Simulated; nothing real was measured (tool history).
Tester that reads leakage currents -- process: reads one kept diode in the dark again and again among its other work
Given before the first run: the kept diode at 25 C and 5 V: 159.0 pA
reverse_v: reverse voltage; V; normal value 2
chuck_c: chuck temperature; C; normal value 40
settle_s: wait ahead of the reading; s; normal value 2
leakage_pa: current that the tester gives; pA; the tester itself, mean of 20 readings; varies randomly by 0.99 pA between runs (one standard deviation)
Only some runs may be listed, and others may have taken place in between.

run 1 hour=0 | reverse_v=2 chuck_c=40 settle_s=2 | leakage_pa=312.89
run 2 hour=111.6 | reverse_v=2 chuck_c=40 settle_s=2 | leakage_pa=310.64
run 3 hour=315.4 | reverse_v=2 chuck_c=40 settle_s=2 | leakage_pa=306.02
run 4 hour=502.9 | reverse_v=2 chuck_c=29 settle_s=2 | leakage_pa=128.55
-- hour=654.1 chuck's temperature calibrated
run 5 hour=742.6 | reverse_v=2 chuck_c=20 settle_s=2 | leakage_pa=66.37
run 6 hour=875.7 | reverse_v=2 chuck_c=20 settle_s=2 | leakage_pa=66.37
run 7 hour=997.6 | reverse_v=2 chuck_c=40 settle_s=2 | leakage_pa=324.45
run 8 hour=1197 | reverse_v=2.85 chuck_c=40 settle_s=2 | leakage_pa=382.63
run 9 hour=1428.3 | reverse_v=2.85 chuck_c=40 settle_s=2 | leakage_pa=376.71
run 10 hour=1527.4 | reverse_v=2.85 chuck_c=40 settle_s=2 | leakage_pa=377.46
run 11 hour=1675.6 | reverse_v=9.26 chuck_c=22 settle_s=5.7 | leakage_pa=165.76
run 12 hour=1846.8 | reverse_v=9.26 chuck_c=22 settle_s=5.7 | leakage_pa=165.49
run 13 hour=2071.3 | reverse_v=6.9 chuck_c=40 settle_s=2.5 | leakage_pa=571.93
-- hour=2137.5 chuck's temperature calibrated
run 14 hour=2285.7 | reverse_v=6.9 chuck_c=40 settle_s=2.5 | leakage_pa=603.26
run 15 hour=2419.6 | reverse_v=6.9 chuck_c=40 settle_s=0.39 | leakage_pa=603.52
run 16 hour=2636.1 | reverse_v=6.9 chuck_c=40 settle_s=0.39 | leakage_pa=596.86
run 17 hour=2778.1 | reverse_v=9.27 chuck_c=32 settle_s=2.62 | leakage_pa=373.97
-- hour=2915.8 probe card cleaned and baked
run 18 hour=3011.4 | reverse_v=2 chuck_c=28 settle_s=2 | leakage_pa=121.18
run 19 hour=3146.7 | reverse_v=9.5 chuck_c=20 settle_s=2 | leakage_pa=136.22

Here are 4 independent what-if runs from the current tool condition. What would each one return?
run A hour=3313.3 | reverse_v=7.96 chuck_c=40 settle_s=2 | leakage_pa=?
run B hour=3313.3 | reverse_v=7.12 chuck_c=51 settle_s=0.71 | leakage_pa=?
run C hour=3313.3 | reverse_v=6.38 chuck_c=33 settle_s=1.15 | leakage_pa=?
run D hour=3313.3 | reverse_v=6.59 chuck_c=39 settle_s=5.49 | leakage_pa=?

run=A leakage_pa=610.74
run=B leakage_pa=1289.45
run=C leakage_pa=318.14
run=D leakage_pa=513.64
Without the tool's unlogged condition, the same runs would have read:
run=A leakage_pa=658.89
run=B leakage_pa=1387.44
run=C leakage_pa=343.67
run=D leakage_pa=554.41
